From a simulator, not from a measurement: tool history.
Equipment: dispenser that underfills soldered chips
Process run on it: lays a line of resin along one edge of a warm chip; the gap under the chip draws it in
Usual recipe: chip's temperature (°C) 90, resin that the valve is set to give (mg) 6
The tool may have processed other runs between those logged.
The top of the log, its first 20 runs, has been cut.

run	hour	chip's temperature (°C)	resin that the valve is set to give (mg)	time until the resin shows at the far edge (s)	resin that the valve gave (mg)
# hour 119.5: new syringe of resin
21	119.5	76	7.2	78.7	7.1
22	123.1	79	7.32	82.3	7.15
23	131.7	92	6.57	79	6.41
# hour 135.3: new syringe of resin
24	138.5	99	7.71	42.7	7.45
25	144	96	7.49	60.1	7.27
26	148.1	90	5.81	89.6	5.67
# hour 151: new syringe of resin
27	152.6	104	7.71	34.1	7.46
28	157.3	104	6.36	41.3	6.15
29	161.2	97	7.19	60.9	6.85

What will run 30 give?
# hour 166.6: new syringe of resin
30	168.4	97	7.51	?	?

Run 30 gave time until the resin shows at the far edge (s) 42.8, resin that the valve gave (mg) 7.21.
With the hidden condition absent and the run-to-run variation left alone, this run would have shown time until the resin shows at the far edge (s) 40.4, resin that the valve gave (mg) 7.49.
